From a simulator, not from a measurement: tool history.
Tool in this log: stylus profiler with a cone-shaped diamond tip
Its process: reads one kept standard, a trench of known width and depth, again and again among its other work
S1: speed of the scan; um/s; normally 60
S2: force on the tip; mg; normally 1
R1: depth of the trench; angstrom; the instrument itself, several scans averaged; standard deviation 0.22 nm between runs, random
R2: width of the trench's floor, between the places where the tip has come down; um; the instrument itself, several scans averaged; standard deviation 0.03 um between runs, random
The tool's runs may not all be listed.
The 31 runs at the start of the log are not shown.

run 32 hour=1832.1 | S1=37 S2=1.01 | R1=10064.4 R2=46.22
run 33 hour=1919 | S1=18 S2=1 | R1=10058.7 R2=46.22
run 34 hour=1977 | S1=72 S2=1.8 | R1=10091.7 R2=45.99
run 35 hour=2032.3 | S1=40 S2=0.43 | R1=10032.3 R2=45.94
run 36 hour=2110.1 | S1=210 S2=0.34 | R1=10019.9 R2=44.85
run 37 hour=2156 | S1=19 S2=1.04 | R1=10052.7 R2=45.98
run 38 hour=2192.5 | S1=19 S2=1.04 | R1=10050.3 R2=45.94
run 39 hour=2269.6 | S1=15 S2=2.03 | R1=10085.4 R2=45.92
run 40 hour=2348.2 | S1=173 S2=0.36 | R1=10013.8 R2=44.92
run 41 hour=2394.8 | S1=95 S2=0.58 | R1=10018.8 R2=45.27
run 42 hour=2463.7 | S1=95 S2=0.58 | R1=10019.2 R2=45.26
run 43 hour=2547.8 | S1=45 S2=0.63 | R1=10021.7 R2=45.45
run 44 hour=2601.2 | S1=46 S2=1 | R1=10033.6 R2=45.42
run 45 hour=2662.9 | S1=46 S2=1 | R1=10032 R2=45.41
run 46 hour=2731.7 | S1=17 S2=0.46 | R1=10009.2 R2=45.36
run 47 hour=2786.8 | S1=17 S2=0.46 | R1=10006.8 R2=45.28

Each row is a separate what-if for the run after 47, all from the same tool condition, not one after another. Results?
run A hour=2862 | S1=28 S2=1.58 | R1=? R2=?
run B hour=2862 | S1=128 S2=0.89 | R1=? R2=?
run C hour=2862 | S1=167 S2=0.46 | R1=? R2=?

run=A R1=10049.3 R2=45.29
run=B R1=10024.7 R2=44.86
run=C R1=10001 R2=44.54
With no hidden state in the tool, these same runs would have given:
run=A R1=10087.2 R2=46.49
run=B R1=10062.5 R2=46.06
run=C R1=10038.7 R2=45.74

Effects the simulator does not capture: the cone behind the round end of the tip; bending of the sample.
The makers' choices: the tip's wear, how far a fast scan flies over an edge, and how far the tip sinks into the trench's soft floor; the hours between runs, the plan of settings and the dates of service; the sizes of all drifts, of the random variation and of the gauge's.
